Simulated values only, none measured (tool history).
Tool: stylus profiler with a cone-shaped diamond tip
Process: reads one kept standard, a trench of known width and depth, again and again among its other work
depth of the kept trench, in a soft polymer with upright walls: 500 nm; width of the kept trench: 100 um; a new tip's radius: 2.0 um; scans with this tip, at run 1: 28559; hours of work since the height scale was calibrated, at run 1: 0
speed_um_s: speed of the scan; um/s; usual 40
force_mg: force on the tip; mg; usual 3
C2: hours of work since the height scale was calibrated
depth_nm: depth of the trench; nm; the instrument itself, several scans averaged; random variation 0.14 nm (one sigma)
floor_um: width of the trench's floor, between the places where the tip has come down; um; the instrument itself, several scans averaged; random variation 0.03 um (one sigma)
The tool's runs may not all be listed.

{"run": 1, "hour": 0.0, "speed_um_s": 40, "force_mg": 3, "scans with this tip": 28559, "C2": 0, "depth_nm": 506.51, "floor_um": 96.13}
{"run": 2, "hour": 136.9, "speed_um_s": 40, "force_mg": 3, "scans with this tip": 29798, "C2": 100, "depth_nm": 506.15, "floor_um": 96.11}
{"run": 3, "hour": 261.3, "speed_um_s": 40, "force_mg": 3, "scans with this tip": 30925, "C2": 190, "depth_nm": 505.94, "floor_um": 96.12}
{"run": 4, "hour": 357.1, "speed_um_s": 40, "force_mg": 1.38, "scans with this tip": 31792, "C2": 260, "depth_nm": 503.08, "floor_um": 95.98}
{"run": 5, "hour": 476.3, "speed_um_s": 111, "force_mg": 3, "scans with this tip": 32870, "C2": 346, "depth_nm": 505.61, "floor_um": 95.63}
{"run": 6, "hour": 607.1, "speed_um_s": 111, "force_mg": 3, "scans with this tip": 34054, "C2": 442, "depth_nm": 505.46, "floor_um": 95.62}
{"run": 7, "hour": 710.3, "speed_um_s": 21, "force_mg": 3, "scans with this tip": 34989, "C2": 517, "depth_nm": 505.24, "floor_um": 96.03}
{"run": 8, "hour": 848.3, "speed_um_s": 40, "force_mg": 3, "scans with this tip": 36238, "C2": 617, "depth_nm": 505.02, "floor_um": 95.85}
{"run": 9, "hour": 974.6, "speed_um_s": 40, "force_mg": 3, "scans with this tip": 37381, "C2": 709, "depth_nm": 504.82, "floor_um": 95.84}
{"hour": 1005.8, "done": "new tip fitted, height scale calibrated"}
{"run": 10, "hour": 1088.1, "speed_um_s": 40, "force_mg": 3, "scans with this tip": 745, "C2": 60, "depth_nm": 506.32, "floor_um": 97.08}
{"run": 11, "hour": 1178.8, "speed_um_s": 40, "force_mg": 3, "scans with this tip": 1566, "C2": 126, "depth_nm": 506.06, "floor_um": 97.11}
{"run": 12, "hour": 1246.0, "speed_um_s": 40, "force_mg": 1.81, "scans with this tip": 2174, "C2": 175, "depth_nm": 504.25, "floor_um": 97}
{"run": 13, "hour": 1342.4, "speed_um_s": 40, "force_mg": 1.81, "scans with this tip": 3047, "C2": 245, "depth_nm": 504.2, "floor_um": 96.98}
{"run": 14, "hour": 1487.3, "speed_um_s": 40, "force_mg": 3, "scans with this tip": 4359, "C2": 350, "depth_nm": 505.91, "floor_um": 96.94}
{"run": 15, "hour": 1601.1, "speed_um_s": 40, "force_mg": 3, "scans with this tip": 5388, "C2": 433, "depth_nm": 505.92, "floor_um": 96.9}
{"run": 16, "hour": 1728.9, "speed_um_s": 40, "force_mg": 4.46, "scans with this tip": 6546, "C2": 526, "depth_nm": 507.28, "floor_um": 96.92}
{"run": 17, "hour": 1843.9, "speed_um_s": 17, "force_mg": 3, "scans with this tip": 7586, "C2": 610, "depth_nm": 505.3, "floor_um": 96.95}
{"run": 18, "hour": 1974.0, "speed_um_s": 17, "force_mg": 3, "scans with this tip": 8764, "C2": 704, "depth_nm": 504.85, "floor_um": 96.88}
{"run": 19, "hour": 2096.2, "speed_um_s": 17, "force_mg": 3, "scans with this tip": 9870, "C2": 793, "depth_nm": 504.98, "floor_um": 96.85}
{"run": 20, "hour": 2206.2, "speed_um_s": 17, "force_mg": 3, "scans with this tip": 10866, "C2": 873, "depth_nm": 504.59, "floor_um": 96.86}
{"run": 21, "hour": 2287.1, "speed_um_s": 39, "force_mg": 1.54, "scans with this tip": 11597, "C2": 932, "depth_nm": 502.5, "floor_um": 96.6}
{"run": 22, "hour": 2413.5, "speed_um_s": 32, "force_mg": 1.11, "scans with this tip": 12742, "C2": 1024, "depth_nm": 501.42, "floor_um": 96.55}
{"run": 23, "hour": 2503.0, "speed_um_s": 32, "force_mg": 1.11, "scans with this tip": 13552, "C2": 1089, "depth_nm": 501.14, "floor_um": 96.55}
{"run": 24, "hour": 2594.9, "speed_um_s": 32, "force_mg": 1.11, "scans with this tip": 14384, "C2": 1156, "depth_nm": 501.24, "floor_um": 96.53}
{"run": 25, "hour": 2704.0, "speed_um_s": 32, "force_mg": 1.11, "scans with this tip": 15372, "C2": 1235, "depth_nm": 501.06, "floor_um": 96.52}
{"run": 26, "hour": 2802.9, "speed_um_s": 88, "force_mg": 7.03, "scans with this tip": 16266, "C2": 1307, "depth_nm": 508.92, "floor_um": 96.48}
{"run": 27, "hour": 2889.4, "speed_um_s": 13, "force_mg": 2.77, "scans with this tip": 17050, "C2": 1370, "depth_nm": 503.39, "floor_um": 96.66}
{"run": 28, "hour": 3027.6, "speed_um_s": 157, "force_mg": 2.7, "scans with this tip": 18300, "C2": 1471, "depth_nm": 502.88, "floor_um": 95.81}
{"run": 29, "hour": 3124.3, "speed_um_s": 42, "force_mg": 3.35, "scans with this tip": 19176, "C2": 1541, "depth_nm": 504.05, "floor_um": 96.44}
{"run": 30, "hour": 3203.8, "speed_um_s": 47, "force_mg": 2.21, "scans with this tip": 19895, "C2": 1599, "depth_nm": 502.01, "floor_um": 96.32}
{"run": 31, "hour": 3302.7, "speed_um_s": 21, "force_mg": 1.78, "scans with this tip": 20791, "C2": 1671, "depth_nm": 500.94, "floor_um": 96.44}
{"run": 32, "hour": 3366.3, "speed_um_s": 29, "force_mg": 1.13, "scans with this tip": 21366, "C2": 1717, "depth_nm": 499.55, "floor_um": 96.3}
{"run": 33, "hour": 3449.7, "speed_um_s": 15, "force_mg": 1.43, "scans with this tip": 22121, "C2": 1778, "depth_nm": 500.37, "floor_um": 96.39}
{"run": 34, "hour": 3550.0, "speed_um_s": 18, "force_mg": 1.21, "scans with this tip": 23029, "C2": 1851, "depth_nm": 499.72, "floor_um": 96.34}
{"run": 35, "hour": 3633.4, "speed_um_s": 44, "force_mg": 3, "scans with this tip": 23783, "C2": 1911, "depth_nm": 502.73, "floor_um": 96.19}
{"run": 36, "hour": 3720.5, "speed_um_s": 142, "force_mg": 6.59, "scans with this tip": 24572, "C2": 1975, "depth_nm": 506.71, "floor_um": 95.89}
{"run": 37, "hour": 3792.4, "speed_um_s": 119, "force_mg": 3, "scans with this tip": 25223, "C2": 2027, "depth_nm": 502.29, "floor_um": 95.85}
{"run": 38, "hour": 3889.2, "speed_um_s": 119, "force_mg": 3, "scans with this tip": 26099, "C2": 2097, "depth_nm": 502.31, "floor_um": 95.85}
{"run": 39, "hour": 3963.7, "speed_um_s": 65, "force_mg": 1.76, "scans with this tip": 26774, "C2": 2152, "depth_nm": 500.25, "floor_um": 95.89}

Measured less the same run without the tool's hidden state. The same run-to-run variation is in both; the gauge's scatter may not be:
The hidden state here: radius of the tip, um; height scale over the true one, %; drift of the gauge itself on depth_nm, %; drift of the gauge itself on floor_um, %.
run=1 depth_nm=-0.09 floor_um=-1.01
run=2 depth_nm=-0.31 floor_um=-1.05
run=3 depth_nm=-0.48 floor_um=-1.09
run=4 depth_nm=-0.63 floor_um=-1.12
run=5 depth_nm=-0.81 floor_um=-1.15
run=6 depth_nm=-1.01 floor_um=-1.19
run=7 depth_nm=-1.16 floor_um=-1.22
run=8 depth_nm=-1.36 floor_um=-1.25
run=9 depth_nm=-1.54 floor_um=-1.29
run=10 depth_nm=-0.04 floor_um=-0.03
run=11 depth_nm=-0.18 floor_um=-0.07
run=12 depth_nm=-0.28 floor_um=-0.09
run=13 depth_nm=-0.42 floor_um=-0.13
run=14 depth_nm=-0.63 floor_um=-0.18
run=15 depth_nm=-0.81 floor_um=-0.22
run=16 depth_nm=-1.01 floor_um=-0.28
run=17 depth_nm=-1.18 floor_um=-0.32
run=18 depth_nm=-1.36 floor_um=-0.36
run=19 depth_nm=-1.54 floor_um=-0.4
run=20 depth_nm=-1.7 floor_um=-0.45
run=21 depth_nm=-1.8 floor_um=-0.48
run=22 depth_nm=-1.98 floor_um=-0.52
run=23 depth_nm=-2.12 floor_um=-0.55
run=24 depth_nm=-2.26 floor_um=-0.57
run=25 depth_nm=-2.41 floor_um=-0.6
run=26 depth_nm=-2.6 floor_um=-0.64
run=27 depth_nm=-2.71 floor_um=-0.67
run=28 depth_nm=-2.91 floor_um=-0.72
run=29 depth_nm=-3.08 floor_um=-0.75
run=30 depth_nm=-3.19 floor_um=-0.77
run=31 depth_nm=-3.33 floor_um=-0.8
run=32 depth_nm=-3.42 floor_um=-0.82
run=33 depth_nm=-3.54 floor_um=-0.85
run=34 depth_nm=-3.7 floor_um=-0.88
run=35 depth_nm=-3.84 floor_um=-0.9
run=36 depth_nm=-4.01 floor_um=-0.93
run=37 depth_nm=-4.06 floor_um=-0.95
run=38 depth_nm=-4.21 floor_um=-0.98
run=39 depth_nm=-4.3 floor_um=-1

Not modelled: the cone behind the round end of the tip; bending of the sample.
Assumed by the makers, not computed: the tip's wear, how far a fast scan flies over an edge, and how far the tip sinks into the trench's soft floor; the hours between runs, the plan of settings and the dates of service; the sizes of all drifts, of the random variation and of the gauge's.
